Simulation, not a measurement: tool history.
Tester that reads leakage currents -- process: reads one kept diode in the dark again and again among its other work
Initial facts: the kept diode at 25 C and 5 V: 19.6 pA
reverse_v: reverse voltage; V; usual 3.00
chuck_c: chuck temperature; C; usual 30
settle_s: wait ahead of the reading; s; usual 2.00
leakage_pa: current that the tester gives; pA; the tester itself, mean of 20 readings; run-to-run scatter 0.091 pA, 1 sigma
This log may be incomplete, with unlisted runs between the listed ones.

run 1 day=0.000 | reverse_v=3.00 chuck_c=30 settle_s=2.00 | leakage_pa=28.27
-- day=4.921 probe card cleaned and baked
run 2 day=8.542 | reverse_v=3.00 chuck_c=44 settle_s=2.00 | leakage_pa=85.09
run 3 day=15.058 | reverse_v=3.00 chuck_c=30 settle_s=2.37 | leakage_pa=24.01
run 4 day=21.038 | reverse_v=3.00 chuck_c=30 settle_s=2.00 | leakage_pa=23.86
run 5 day=26.838 | reverse_v=3.00 chuck_c=30 settle_s=2.00 | leakage_pa=23.63
-- day=33.242 chuck's temperature calibrated
run 6 day=34.721 | reverse_v=3.00 chuck_c=38 settle_s=2.00 | leakage_pa=44.38
run 7 day=42.092 | reverse_v=3.00 chuck_c=38 settle_s=2.00 | leakage_pa=43.89
run 8 day=49.221 | reverse_v=3.00 chuck_c=38 settle_s=2.00 | leakage_pa=43.04
run 9 day=54.408 | reverse_v=3.00 chuck_c=38 settle_s=2.00 | leakage_pa=42.71
run 10 day=58.592 | reverse_v=3.00 chuck_c=30 settle_s=2.00 | leakage_pa=21.17
run 11 day=66.346 | reverse_v=3.00 chuck_c=30 settle_s=2.00 | leakage_pa=21.16
-- day=68.121 chuck's temperature calibrated, once more
run 12 day=74.929 | reverse_v=3.00 chuck_c=30 settle_s=2.00 | leakage_pa=27.58
run 13 day=81.692 | reverse_v=1.85 chuck_c=30 settle_s=2.00 | leakage_pa=21.26
run 14 day=88.375 | reverse_v=1.85 chuck_c=30 settle_s=2.00 | leakage_pa=21.17
run 15 day=94.029 | reverse_v=1.85 chuck_c=30 settle_s=2.00 | leakage_pa=20.76
run 16 day=100.362 | reverse_v=10.69 chuck_c=30 settle_s=2.00 | leakage_pa=53.63
run 17 day=107.450 | reverse_v=3.00 chuck_c=45 settle_s=2.00 | leakage_pa=92.22
-- day=110.408 chuck's temperature calibrated
-- day=112.312 probe card cleaned and baked
run 18 day=115.225 | reverse_v=3.00 chuck_c=30 settle_s=2.00 | leakage_pa=25.67
run 19 day=119.012 | reverse_v=7.85 chuck_c=32 settle_s=2.00 | leakage_pa=47.55
run 20 day=123.025 | reverse_v=9.45 chuck_c=53 settle_s=0.42 | leakage_pa=314.22
run 21 day=128.696 | reverse_v=2.55 chuck_c=53 settle_s=0.42 | leakage_pa=170.59
run 22 day=132.512 | reverse_v=1.18 chuck_c=28 settle_s=0.54 | leakage_pa=13.79
run 23 day=141.388 | reverse_v=1.18 chuck_c=28 settle_s=0.54 | leakage_pa=13.47
run 24 day=148.108 | reverse_v=13.06 chuck_c=56 settle_s=5.98 | leakage_pa=436.11
-- day=153.400 chuck's temperature calibrated
run 25 day=154.962 | reverse_v=1.19 chuck_c=27 settle_s=7.91 | leakage_pa=13.05
run 26 day=163.392 | reverse_v=1.19 chuck_c=27 settle_s=7.91 | leakage_pa=12.93
-- day=166.558 tester calibrated
run 27 day=168.012 | reverse_v=1.73 chuck_c=56 settle_s=1.08 | leakage_pa=180.86
run 28 day=174.704 | reverse_v=1.29 chuck_c=56 settle_s=9.74 | leakage_pa=155.31
run 29 day=182.742 | reverse_v=1.26 chuck_c=59 settle_s=9.74 | leakage_pa=191.81
run 30 day=187.783 | reverse_v=1.26 chuck_c=59 settle_s=9.74 | leakage_pa=188.95
run 31 day=194.846 | reverse_v=3.00 chuck_c=30 settle_s=0.55 | leakage_pa=26.14
-- day=196.175 chuck's temperature calibrated
run 32 day=201.271 | reverse_v=3.00 chuck_c=30 settle_s=0.55 | leakage_pa=28.38
run 33 day=207.367 | reverse_v=3.00 chuck_c=30 settle_s=0.55 | leakage_pa=28.20
run 34 day=214.008 | reverse_v=1.08 chuck_c=31 settle_s=0.92 | leakage_pa=17.84
-- day=219.892 probe card cleaned and baked
run 35 day=220.058 | reverse_v=2.06 chuck_c=30 settle_s=8.28 | leakage_pa=19.70

Some steps in leakage_pa between neighbouring runs. How much of each would the tool show without its hidden state too (settings, what came in, random variation), and how much is left for the hidden state, with any gauge scatter that isn't in both results?
Unlogged tool condition in this case: stray current of the dirty probe card, pA a volt; current scale over the true one, %; true chuck temperature over the reading, C; drift of the gauge itself on leakage_pa, %.
Run 19 -> 20: reverse_v 7.85 -> 9.45, chuck_c 32 -> 53, settle_s 2.00 -> 0.42. leakage_pa +266.67 pA: hidden state -4.14, all else +270.81.
Run 23 -> 24: reverse_v 1.18 -> 13.06, chuck_c 28 -> 56, settle_s 0.54 -> 5.98. leakage_pa +422.64 pA: hidden state -26.92, all else +449.56.
Run 24 -> 25: reverse_v 13.06 -> 1.19, chuck_c 56 -> 27, settle_s 5.98 -> 7.91, chuck's temperature calibrated. leakage_pa -423.06 pA: hidden state +28.09, all else -451.15.
Run 30 -> 31: reverse_v 1.26 -> 3.00, chuck_c 59 -> 30, settle_s 9.74 -> 0.55. leakage_pa -162.81 pA: hidden state +15.18, all else -177.99.
